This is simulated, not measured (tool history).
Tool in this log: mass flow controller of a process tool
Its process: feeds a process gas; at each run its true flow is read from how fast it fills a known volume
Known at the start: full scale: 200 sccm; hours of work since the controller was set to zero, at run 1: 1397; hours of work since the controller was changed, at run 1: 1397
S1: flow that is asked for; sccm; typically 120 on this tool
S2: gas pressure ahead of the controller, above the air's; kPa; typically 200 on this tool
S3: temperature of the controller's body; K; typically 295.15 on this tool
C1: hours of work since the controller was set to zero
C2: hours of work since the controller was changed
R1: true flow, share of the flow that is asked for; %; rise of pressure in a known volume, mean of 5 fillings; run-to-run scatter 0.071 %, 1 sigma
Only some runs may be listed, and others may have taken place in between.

{"run": 1, "day": 0.0, "S1": 120, "S2": 200, "S3": 295.15, "C1": 1397, "C2": 1397, "R1": 99.6}
{"run": 2, "day": 2.462, "S1": 120, "S2": 200, "S3": 295.15, "C1": 1431, "C2": 1431, "R1": 99.55}
{"run": 3, "day": 4.675, "S1": 94, "S2": 200, "S3": 295.15, "C1": 1462, "C2": 1462, "R1": 99.52}
{"run": 4, "day": 6.667, "S1": 94, "S2": 200, "S3": 295.15, "C1": 1490, "C2": 1490, "R1": 99.3}
{"run": 5, "day": 8.55, "S1": 120, "S2": 200, "S3": 295.15, "C1": 1516, "C2": 1516, "R1": 99.48}
{"run": 6, "day": 10.296, "S1": 120, "S2": 190, "S3": 295.15, "C1": 1541, "C2": 1541, "R1": 99.51}
{"run": 7, "day": 13.417, "S1": 120, "S2": 190, "S3": 295.15, "C1": 1584, "C2": 1584, "R1": 99.56}
{"run": 8, "day": 16.654, "S1": 120, "S2": 190, "S3": 295.15, "C1": 1629, "C2": 1629, "R1": 99.41}
{"run": 9, "day": 19.896, "S1": 120, "S2": 190, "S3": 295.15, "C1": 1675, "C2": 1675, "R1": 99.46}
{"run": 10, "day": 22.192, "S1": 120, "S2": 200, "S3": 295.15, "C1": 1707, "C2": 1707, "R1": 99.54}
{"run": 11, "day": 23.933, "S1": 120, "S2": 200, "S3": 295.15, "C1": 1731, "C2": 1731, "R1": 99.68}
{"run": 12, "day": 27.088, "S1": 120, "S2": 200, "S3": 297.15, "C1": 1775, "C2": 1775, "R1": 99.41}
{"run": 13, "day": 30.779, "S1": 120, "S2": 200, "S3": 297.15, "C1": 1827, "C2": 1827, "R1": 99.49}
{"run": 14, "day": 34.112, "S1": 120, "S2": 200, "S3": 297.15, "C1": 1873, "C2": 1873, "R1": 99.52}
{"run": 15, "day": 37.421, "S1": 112, "S2": 243, "S3": 310.15, "C1": 1919, "C2": 1919, "R1": 98.74}
{"run": 16, "day": 39.562, "S1": 112, "S2": 243, "S3": 310.15, "C1": 1949, "C2": 1949, "R1": 98.74}
{"run": 17, "day": 42.421, "S1": 113, "S2": 225, "S3": 295.15, "C1": 1989, "C2": 1989, "R1": 99.64}
{"run": 18, "day": 45.142, "S1": 113, "S2": 225, "S3": 295.15, "C1": 2027, "C2": 2027, "R1": 99.55}
{"run": 19, "day": 48.838, "S1": 30, "S2": 183, "S3": 301.15, "C1": 2079, "C2": 2079, "R1": 98.4}
{"run": 20, "day": 50.921, "S1": 120, "S2": 149, "S3": 297.15, "C1": 2108, "C2": 2108, "R1": 99.26}
{"run": 21, "day": 52.638, "S1": 40, "S2": 200, "S3": 300.15, "C1": 2132, "C2": 2132, "R1": 98.79}
{"run": 22, "day": 54.162, "S1": 40, "S2": 200, "S3": 305.15, "C1": 2153, "C2": 2153, "R1": 98.34}
{"run": 23, "day": 56.825, "S1": 26, "S2": 200, "S3": 295.15, "C1": 2190, "C2": 2190, "R1": 98.83}
{"run": 24, "day": 59.462, "S1": 26, "S2": 200, "S3": 295.15, "C1": 2227, "C2": 2227, "R1": 98.76}
{"run": 25, "day": 62.008, "S1": 120, "S2": 144, "S3": 303.15, "C1": 2263, "C2": 2263, "R1": 98.62}
{"run": 26, "day": 65.367, "S1": 127, "S2": 188, "S3": 296.15, "C1": 2310, "C2": 2310, "R1": 99.52}
{"run": 27, "day": 68.575, "S1": 127, "S2": 188, "S3": 296.15, "C1": 2355, "C2": 2355, "R1": 99.61}

3 options for the next run, each taken on its own from the tool as it stands now. Forecast them:
{"run": "A", "day": 71.183, "S1": 25, "S2": 265, "S3": 295.15, "C1": 2391, "C2": 2391, "R1": "?"}
{"run": "B", "day": 71.183, "S1": 45, "S2": 197, "S3": 296.15, "C1": 2391, "C2": 2391, "R1": "?"}
{"run": "C", "day": 71.183, "S1": 23, "S2": 244, "S3": 304.15, "C1": 2391, "C2": 2391, "R1": "?"}

run=A R1=99.14
run=B R1=98.91
run=C R1=98.33
Without the tool's hidden state the same runs would have given:
run=A R1=99.12
run=B R1=98.91
run=C R1=98.32
